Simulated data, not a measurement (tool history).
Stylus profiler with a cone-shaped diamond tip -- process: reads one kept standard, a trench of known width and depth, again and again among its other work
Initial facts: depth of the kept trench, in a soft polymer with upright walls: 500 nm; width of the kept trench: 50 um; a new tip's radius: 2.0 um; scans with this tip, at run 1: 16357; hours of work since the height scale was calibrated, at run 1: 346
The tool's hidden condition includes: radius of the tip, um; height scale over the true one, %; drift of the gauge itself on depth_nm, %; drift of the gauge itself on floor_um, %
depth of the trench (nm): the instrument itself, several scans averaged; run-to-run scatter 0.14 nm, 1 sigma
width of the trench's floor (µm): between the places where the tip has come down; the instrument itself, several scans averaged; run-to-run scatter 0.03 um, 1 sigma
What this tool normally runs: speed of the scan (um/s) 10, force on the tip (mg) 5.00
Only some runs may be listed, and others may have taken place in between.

run    hour  speed of the scan (um/s)  force on the tip (mg)  scans with this tip  hours of work since the height scale was calibrated  depth of the trench (nm)  width of the trench's floor (µm)
  1     0.0                        10                   5.00                16357                                                  346                    512.47                             45.68
  2    68.4                        10                   5.00                16790                                                  391                    512.81                             45.62
  3   129.3                        10                   5.00                17176                                                  431                    513.12                             45.61
  4   165.1                        10                   5.00                17403                                                  455                    512.98                             45.58
  5   202.0                        10                   5.00                17637                                                  480                    513.12                             45.54
  6   260.4                        10                   5.00                18007                                                  518                    512.99                             45.56
  7   298.1                        10                   5.00                18246                                                  543                    513.44                             45.52
  8   347.7                        10                   6.07                18560                                                  576                    514.88                             45.49
  9   398.4                        17                   5.00                18882                                                  610                    513.22                             45.47
 10   451.2                        10                   2.89                19216                                                  645                    509.80                             45.40
 11   503.1                         4                   5.00                19546                                                  679                    513.52                             45.45
 12   563.7                        10                  13.80                19929                                                  719                    525.31                             45.42
 13   633.4                        10                  13.80                20371                                                  766                    525.24                             45.46
 14   670.1                        10                  13.80                20604                                                  790                    525.32                             45.35
 15   736.7                        10                   5.00                21026                                                  834                    513.89                             45.33
 16   800.0                        10                   5.00                21427                                                  876                    514.08                             45.30
 17   835.9                        10                   5.00                21655                                                  900                    514.05                             45.26
 18   872.9                        10                   1.70                21889                                                  925                    507.90                             45.28
 19   946.3                        10                   1.70                22354                                                  973                    508.11                             45.21
 20   996.3                        10                   1.70                22671                                                 1006                    508.18                             45.22
     1031.6  -- new tip fitted, height scale calibrated
 21  1056.0                        10                   2.97                  155                                                   16                    508.58                             47.36
 22  1128.3                        10                   2.97                  612                                                   64                    508.43                             47.30
 23  1177.3                        10                   5.00                  923                                                   97                    512.21                             47.23
 24  1208.2                        16                   2.09                 1119                                                  117                    507.28                             47.26
 25  1261.6                         5                   2.11                 1458                                                  153                    507.29                             47.19
 26  1317.5                         5                   2.11                 1812                                                  190                    507.43                             47.11
 27  1348.8                         5                  13.44                 2010                                                  210                    523.98                             47.18
 28  1391.4                        16                   1.78                 2280                                                  239                    506.98                             47.08
 29  1462.3                         4                   5.34                 2730                                                  286                    513.31                             47.09
 30  1527.9                        20                   1.80                 3145                                                  329                    507.05                             46.97
 31  1557.9                        20                   1.80                 3335                                                  349                    506.94                             46.94
 32  1625.7                         5                   1.85                 3765                                                  394                    507.21                             46.89
 33  1697.8                        17                   5.08                 4222                                                  442                    513.25                             46.90
 34  1735.8                        10                   2.28                 4463                                                  467                    508.22                             46.87
 35  1799.9                        28                   7.76                 4869                                                  510                    517.55                             46.84
 36  1872.1                        28                   7.76                 5327                                                  558                    517.56                             46.76
 37  1925.8                        10                   2.00                 5668                                                  593                    508.07                             46.71
 38  1987.1                         2                   8.76                 6056                                                  634                    519.17                             46.72
 39  2049.8                        10                   5.00                 6453                                                  675                    513.44                             46.67
 40  2121.7                        12                   5.00                 6909                                                  723                    513.95                             46.62
 41  2153.0                        12                   5.00                 7108                                                  744                    513.85                             46.62
 42  2215.2                        12                   5.00                 7502                                                  785                    513.84                             46.51
 43  2254.2                        12                   5.00                 7749                                                  811                    514.03                             46.54
 44  2287.7                        12                   5.00                 7961                                                  833                    514.06                             46.53
 45  2344.3                        23                  10.71                 8320                                                  871                    522.38                             46.48

Forecast run 46:
 46  2403.3                        10                   2.34                 8694                                                  910                         ?                                 ?

depth of the trench (nm): 509.41
width of the trench's floor (µm): 46.43
Had the tool carried no hidden state, the very same run would have given depth of the trench (nm) 507.10, width of the trench's floor (µm) 47.35.

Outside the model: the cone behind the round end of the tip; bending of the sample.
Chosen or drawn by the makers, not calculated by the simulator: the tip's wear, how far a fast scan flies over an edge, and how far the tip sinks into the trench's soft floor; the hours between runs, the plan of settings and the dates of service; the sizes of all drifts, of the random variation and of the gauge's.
